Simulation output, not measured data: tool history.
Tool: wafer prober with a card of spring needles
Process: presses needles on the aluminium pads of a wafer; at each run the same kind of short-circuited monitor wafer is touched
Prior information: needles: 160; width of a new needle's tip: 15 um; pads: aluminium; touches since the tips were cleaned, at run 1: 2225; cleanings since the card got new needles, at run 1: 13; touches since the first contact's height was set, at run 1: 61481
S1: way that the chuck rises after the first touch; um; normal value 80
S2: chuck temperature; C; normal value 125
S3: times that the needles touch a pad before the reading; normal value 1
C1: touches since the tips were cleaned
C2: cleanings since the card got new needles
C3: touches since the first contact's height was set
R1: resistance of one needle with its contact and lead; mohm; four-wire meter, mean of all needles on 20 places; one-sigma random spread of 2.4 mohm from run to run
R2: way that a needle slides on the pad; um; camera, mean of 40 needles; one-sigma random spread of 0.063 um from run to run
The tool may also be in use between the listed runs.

run 1 hour=0 | S1=80 S2=125 S3=1 | C1=2225 C2=13 C3=61481 | R1=295 R2=9.78
-- hour=8.9 tips cleaned on abrasive film
-- hour=31.7 tips cleaned on abrasive film
-- hour=54 tips cleaned on abrasive film
run 2 hour=62.6 | S1=80 S2=125 S3=1 | C1=1939 C2=16 C3=75507 | R1=292 R2=9.81
-- hour=76.5 tips cleaned on abrasive film
-- hour=99.4 tips cleaned on abrasive film
-- hour=121.2 tips cleaned on abrasive film
run 3 hour=133.2 | S1=80 S2=125 S3=1 | C1=2698 C2=19 C3=91334 | R1=296 R2=9.89
-- hour=142.5 tips cleaned on abrasive film
-- hour=163.4 tips cleaned on abrasive film
-- hour=182 tips cleaned on abrasive film
run 4 hour=187.2 | S1=83 S2=125 S3=1 | C1=1178 C2=22 C3=103437 | R1=284 R2=10.23
-- hour=200.6 tips cleaned on abrasive film
-- hour=219.2 tips cleaned on abrasive film
-- hour=237.8 tips cleaned on abrasive film
-- hour=242.2 height of the first contact set anew
run 5 hour=245 | S1=80 S2=32 S3=1 | C1=1555 C2=25 C3=627 | R1=274 R2=9.48
-- hour=257.8 tips cleaned on abrasive film
-- hour=279.2 tips cleaned on abrasive film
-- hour=300 tips cleaned on abrasive film
run 6 hour=300.4 | S1=80 S2=32 S3=1 | C1=84 C2=28 C3=13033 | R1=249 R2=9.64
-- hour=322.1 tips cleaned on abrasive film
-- hour=342.3 tips cleaned on abrasive film
-- hour=363.8 tips cleaned on abrasive film
run 7 hour=365 | S1=80 S2=32 S3=1 | C1=258 C2=31 C3=27514 | R1=254 R2=9.49
-- hour=382.8 tips cleaned on abrasive film
-- hour=404.3 tips cleaned on abrasive film
run 8 hour=411.4 | S1=80 S2=32 S3=1 | C1=1608 C2=33 C3=37929 | R1=271 R2=9.4
-- hour=423.1 tips cleaned on abrasive film
-- hour=432.4 height of the first contact set anew, once more
-- hour=442.8 tips cleaned on abrasive film
run 9 hour=442.8 | S1=80 S2=32 S3=1 | C1=0 C2=35 C3=2319 | R1=249 R2=10.09
-- hour=464.8 tips cleaned on abrasive film
-- hour=484.6 tips cleaned on abrasive film
-- hour=503.2 tips cleaned on abrasive film
run 10 hour=515.9 | S1=80 S2=32 S3=1 | C1=2871 C2=38 C3=18722 | R1=283 R2=10.19
-- hour=525.3 tips cleaned on abrasive film
-- hour=546.4 tips cleaned on abrasive film
run 11 hour=548.4 | S1=80 S2=32 S3=1 | C1=462 C2=40 C3=25990 | R1=259 R2=10.13
-- hour=566.3 tips cleaned on abrasive film
run 12 hour=580.4 | S1=80 S2=32 S3=1 | C1=3184 C2=41 C3=33180 | R1=283 R2=9.97
-- hour=585.2 tips cleaned on abrasive film
-- hour=606.9 tips cleaned on abrasive film
-- hour=628 tips cleaned on abrasive film
-- hour=649 tips cleaned on abrasive film
run 13 hour=649 | S1=80 S2=125 S3=1 | C1=16 C2=45 C3=48537 | R1=278 R2=9.91
-- hour=667.6 tips cleaned on abrasive film
-- hour=689.7 tips cleaned on abrasive film
run 14 hour=702.5 | S1=80 S2=84 S3=1 | C1=2884 C2=47 C3=60526 | R1=288 R2=9.94
-- hour=710.4 tips cleaned on abrasive film
-- hour=731.9 tips cleaned on abrasive film
run 15 hour=742.5 | S1=69 S2=84 S3=3 | C1=2383 C2=49 C3=69484 | R1=281 R2=8.52
-- hour=751.8 tips cleaned on abrasive film
-- hour=774 tips cleaned on abrasive film
run 16 hour=782.7 | S1=69 S2=84 S3=3 | C1=1966 C2=51 C3=78501 | R1=279 R2=8.49
-- hour=795.8 tips cleaned on abrasive film
-- hour=817.6 tips cleaned on abrasive film
run 17 hour=835.8 | S1=69 S2=84 S3=3 | C1=4101 C2=53 C3=90411 | R1=285 R2=8.4
-- hour=840.5 tips cleaned on abrasive film
-- hour=859 tips cleaned on abrasive film
-- hour=881.2 tips cleaned on abrasive film
-- hour=902.4 tips cleaned on abrasive film
run 18 hour=910 | S1=80 S2=46 S3=1 | C1=1700 C2=57 C3=107029 | R1=277 R2=9.87
-- hour=922.7 tips cleaned on abrasive film
-- hour=945.7 tips cleaned on abrasive film
-- hour=949.9 height of the first contact set anew
run 19 hour=952.1 | S1=87 S2=34 S3=1 | C1=1384 C2=59 C3=500 | R1=267 R2=10.99
-- hour=966.1 tips cleaned on abrasive film
-- hour=986.1 tips cleaned on abrasive film
run 20 hour=993.8 | S1=77 S2=125 S3=2 | C1=1743 C2=61 C3=9846 | R1=289 R2=9.78
-- hour=1006.6 tips cleaned on abrasive film
-- hour=1028.1 tips cleaned on abrasive film
-- hour=1050.2 tips cleaned on abrasive film
run 21 hour=1054.7 | S1=72 S2=43 S3=2 | C1=1014 C2=64 C3=23484 | R1=261 R2=9.04
-- hour=1073.3 tips cleaned on abrasive film
-- hour=1095.6 tips cleaned on abrasive film
-- hour=1117.6 tips cleaned on abrasive film
run 22 hour=1123.4 | S1=66 S2=70 S3=2 | C1=1297 C2=67 C3=38885 | R1=278 R2=8.14
-- hour=1136.8 tips cleaned on abrasive film
-- hour=1158 tips cleaned on abrasive film
-- hour=1177.2 tips cleaned on abrasive film
run 23 hour=1177.2 | S1=66 S2=70 S3=2 | C1=0 C2=70 C3=50939 | R1=266 R2=8.2
-- hour=1198.2 tips cleaned on abrasive film
-- hour=1220.9 tips cleaned on abrasive film
run 24 hour=1232.6 | S1=66 S2=70 S3=2 | C1=2652 C2=72 C3=63377 | R1=286 R2=8.15
-- hour=1240.2 tips cleaned on abrasive film
-- hour=1258.8 tips cleaned on abrasive film
-- hour=1280.8 tips cleaned on abrasive film
run 25 hour=1295.8 | S1=66 S2=70 S3=2 | C1=3363 C2=75 C3=77524 | R1=295 R2=8.09
-- hour=1300.4 tips cleaned on abrasive film
-- hour=1323 tips cleaned on abrasive film
run 26 hour=1331.3 | S1=80 S2=49 S3=1 | C1=1853 C2=77 C3=85473 | R1=283 R2=9.98
-- hour=1344.5 tips cleaned on abrasive film
-- hour=1366.9 tips cleaned on abrasive film
-- hour=1389.1 tips cleaned on abrasive film
run 27 hour=1393.1 | S1=80 S2=97 S3=1 | C1=898 C2=80 C3=99331 | R1=281 R2=9.82

Below, some changes in R1 between adjacent runs. For each, the amount present without the hidden state too (settings, incoming material, random variation) and the amount remaining for the hidden state with gauge scatter not shared by both compared results:
Hidden state at play: debris on the tips, nm; way that the needles fall short of the set height, um; tips' diameter, um; drift of the gauge itself on contact_mohm, %; drift of the gauge itself on scrub_um, %.
Run 9 -> 10: tips cleaned on abrasive film, tips cleaned on abrasive film, tips cleaned on abrasive film. R1 +34 mohm: hidden state +25, all else +9.
Run 12 -> 13: S2 32 -> 125, tips cleaned on abrasive film, tips cleaned on abrasive film, tips cleaned on abrasive film, tips cleaned on abrasive film. R1 -5 mohm: hidden state -31, all else +26.
Run 13 -> 14: S2 125 -> 84, tips cleaned on abrasive film, tips cleaned on abrasive film. R1 +10 mohm: hidden state +26, all else -16.
Run 20 -> 21: S1 77 -> 72, S2 125 -> 43, tips cleaned on abrasive film, tips cleaned on abrasive film, tips cleaned on abrasive film. R1 -28 mohm: hidden state +0, all else -28.

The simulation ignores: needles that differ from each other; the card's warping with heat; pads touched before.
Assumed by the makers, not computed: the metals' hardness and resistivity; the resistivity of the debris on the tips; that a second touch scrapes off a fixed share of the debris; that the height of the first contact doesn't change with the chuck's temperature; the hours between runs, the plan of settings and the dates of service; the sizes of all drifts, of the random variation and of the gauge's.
